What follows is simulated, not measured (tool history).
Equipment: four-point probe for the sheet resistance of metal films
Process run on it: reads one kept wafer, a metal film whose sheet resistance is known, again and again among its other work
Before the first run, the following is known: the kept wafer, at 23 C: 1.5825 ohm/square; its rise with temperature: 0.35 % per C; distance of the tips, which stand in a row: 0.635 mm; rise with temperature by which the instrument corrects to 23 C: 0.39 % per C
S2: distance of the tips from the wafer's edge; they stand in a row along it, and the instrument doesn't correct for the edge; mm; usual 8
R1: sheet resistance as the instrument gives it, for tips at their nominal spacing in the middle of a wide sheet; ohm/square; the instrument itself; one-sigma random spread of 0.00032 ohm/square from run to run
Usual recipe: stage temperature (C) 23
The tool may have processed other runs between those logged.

{"run": 1, "hour": 0.0, "stage temperature (C)": 23, "S2": 8, "R1": 1.585652}
{"run": 2, "hour": 23.3, "stage temperature (C)": 23, "S2": 6, "R1": 1.590194}
{"run": 3, "hour": 38.9, "stage temperature (C)": 23, "S2": 6, "R1": 1.589828}
{"run": 4, "hour": 62.6, "stage temperature (C)": 23, "S2": 6, "R1": 1.589763}
{"run": 5, "hour": 83.0, "stage temperature (C)": 23, "S2": 5, "R1": 1.594057}
{"run": 6, "hour": 100.3, "stage temperature (C)": 23, "S2": 5, "R1": 1.594323}
{"run": 7, "hour": 117.6, "stage temperature (C)": 23, "S2": 5, "R1": 1.594617}
{"run": 8, "hour": 137.4, "stage temperature (C)": 23, "S2": 5, "R1": 1.594259}
{"run": 9, "hour": 147.9, "stage temperature (C)": 19, "S2": 8, "R1": 1.588458}
{"run": 10, "hour": 158.7, "stage temperature (C)": 23, "S2": 22, "R1": 1.581719}
{"run": 11, "hour": 170.4, "stage temperature (C)": 23, "S2": 15, "R1": 1.582485}
{"run": 12, "hour": 185.2, "stage temperature (C)": 23, "S2": 15, "R1": 1.582425}
{"run": 13, "hour": 202.9, "stage temperature (C)": 23, "S2": 15, "R1": 1.582662}
{"run": 14, "hour": 213.8, "stage temperature (C)": 23, "S2": 15, "R1": 1.582871}
{"run": 15, "hour": 227.5, "stage temperature (C)": 23, "S2": 8, "R1": 1.586739}
{"run": 16, "hour": 243.3, "stage temperature (C)": 34, "S2": 8, "R1": 1.581097}
{"run": 17, "hour": 256.5, "stage temperature (C)": 23, "S2": 8, "R1": 1.586412}
{"run": 18, "hour": 277.4, "stage temperature (C)": 23, "S2": 15, "R1": 1.583294}
{"hour": 279.6, "done": "stage's thermometer calibrated"}
{"run": 19, "hour": 289.7, "stage temperature (C)": 21, "S2": 7, "R1": 1.589913}
{"run": 20, "hour": 309.9, "stage temperature (C)": 23, "S2": 8, "R1": 1.587299}
{"run": 21, "hour": 320.8, "stage temperature (C)": 25, "S2": 7, "R1": 1.587468}
{"hour": 337.7, "done": "stage's thermometer calibrated, once more"}
{"run": 22, "hour": 338.8, "stage temperature (C)": 21, "S2": 6, "R1": 1.591853}
{"run": 23, "hour": 351.4, "stage temperature (C)": 20, "S2": 5, "R1": 1.596693}
{"run": 24, "hour": 369.9, "stage temperature (C)": 20, "S2": 5, "R1": 1.596762}
{"run": 25, "hour": 392.3, "stage temperature (C)": 20, "S2": 20, "R1": 1.583984}
{"run": 26, "hour": 417.4, "stage temperature (C)": 24, "S2": 12, "R1": 1.583611}
{"run": 27, "hour": 438.9, "stage temperature (C)": 27, "S2": 3, "R1": 1.617333}
{"run": 28, "hour": 458.0, "stage temperature (C)": 22, "S2": 3, "R1": 1.61913}
{"run": 29, "hour": 470.6, "stage temperature (C)": 20, "S2": 8, "R1": 1.589091}
{"run": 30, "hour": 491.3, "stage temperature (C)": 26, "S2": 4, "R1": 1.601688}
{"run": 31, "hour": 511.5, "stage temperature (C)": 30, "S2": 42, "R1": 1.57909}
{"run": 32, "hour": 524.8, "stage temperature (C)": 30, "S2": 42, "R1": 1.578226}
{"run": 33, "hour": 539.6, "stage temperature (C)": 21, "S2": 8, "R1": 1.588674}
{"run": 34, "hour": 552.2, "stage temperature (C)": 21, "S2": 8, "R1": 1.589067}
{"run": 35, "hour": 569.3, "stage temperature (C)": 29, "S2": 8, "R1": 1.584739}
{"run": 36, "hour": 588.5, "stage temperature (C)": 32, "S2": 8, "R1": 1.58335}

Alternative continuations, all from the tool just after run 36; predict every row:
{"run": "A", "hour": 599.0, "stage temperature (C)": 22, "S2": 8, "R1": "?"}
{"run": "B", "hour": 599.0, "stage temperature (C)": 30, "S2": 8, "R1": "?"}
{"run": "C", "hour": 599.0, "stage temperature (C)": 34, "S2": 19, "R1": "?"}
{"run": "D", "hour": 599.0, "stage temperature (C)": 21, "S2": 67, "R1": "?"}

run=A R1=1.588003
run=B R1=1.584581
run=C R1=1.577934
run=D R1=1.583918
Take away the tool's hidden state, keep each run's random variation, and the runs would have read:
run=A R1=1.587988
run=B R1=1.584571
run=C R1=1.577926
run=D R1=1.583902
